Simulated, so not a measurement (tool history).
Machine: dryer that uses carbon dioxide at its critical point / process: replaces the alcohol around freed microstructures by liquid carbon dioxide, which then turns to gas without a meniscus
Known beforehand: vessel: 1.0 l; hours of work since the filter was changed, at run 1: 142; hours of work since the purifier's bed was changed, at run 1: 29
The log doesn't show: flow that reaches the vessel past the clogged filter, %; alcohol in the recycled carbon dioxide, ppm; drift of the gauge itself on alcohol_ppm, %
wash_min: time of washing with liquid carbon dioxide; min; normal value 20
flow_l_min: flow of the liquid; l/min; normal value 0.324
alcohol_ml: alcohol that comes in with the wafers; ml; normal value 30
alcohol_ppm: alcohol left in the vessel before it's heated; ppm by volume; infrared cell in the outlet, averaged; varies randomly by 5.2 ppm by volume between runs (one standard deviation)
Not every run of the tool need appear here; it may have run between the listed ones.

run     day  wash_min  flow_l_min  alcohol_ml  hours of work since the filter was changed  hours of work since the purifier's bed was changed  alcohol_ppm
  1       0        20       0.324          30                                         142                                                  29          134
  2   2.154        20       0.324          58                                         164                                                  50          248
  3   3.858        20        0.31          30                                         180                                                  67          177
  4   4.879        20        0.31          30                                         191                                                  77          188
  5   6.538        20       0.324          30                                         207                                                  93          151
  6   8.629        20       0.324          87                                         228                                                 114          424
  7    10.7        20       0.324          87                                         248                                                 134          443
  8  11.612        20       0.324          87                                         257                                                 143          457
  9  13.171        20       0.355          87                                         272                                                 158          308
 10  15.204        20       0.355          87                                         292                                                 179          318
 11  16.225        20       0.355          87                                         302                                                 189          318
 12  17.117        20       0.355          87                                         311                                                 197          329
 13  18.158        14       0.355          34                                         322                                                 208          674
 14  20.104        13       0.417          60                                         341                                                 227          915
     20.517  -- inlet filter changed
 15  21.688        19       0.324          92                                          12                                                 242          405
 16  22.912        19       0.254          21                                          24                                                 254          300
 17  24.812        19       0.254          21                                          42                                                 273          315
 18  26.321        30       0.549          68                                          57                                                 288           37
 19  27.354        14       0.324          30                                          67                                                 298          602
 20  29.417        20        0.33         103                                          88                                                 318          367
 21  31.533        18       0.369         103                                         109                                                 339          397
 22  33.417        27       0.324          39                                         127                                                 358           56
 23  34.642        29       0.235          66                                         139                                                 370          228
 24  36.683        29       0.277          66                                         160                                                 390          109

Below, some changes in alcohol_ppm between adjacent runs. For each, the amount present without the hidden state too (settings, incoming material, random variation) and the amount remaining for the hidden state with gauge scatter not shared by both compared results:
Run 13 -> 14: wash_min 14 -> 13, flow_l_min 0.355 -> 0.417, alcohol_ml 34 -> 60. alcohol_ppm +241 ppm by volume: hidden state +132, all else +109.
Run 14 -> 15: wash_min 13 -> 19, flow_l_min 0.417 -> 0.324, alcohol_ml 60 -> 92, inlet filter changed. alcohol_ppm -510 ppm by volume: hidden state -378, all else -132.
Run 18 -> 19: wash_min 30 -> 14, flow_l_min 0.549 -> 0.324, alcohol_ml 68 -> 30. alcohol_ppm +565 ppm by volume: hidden state +65, all else +500.
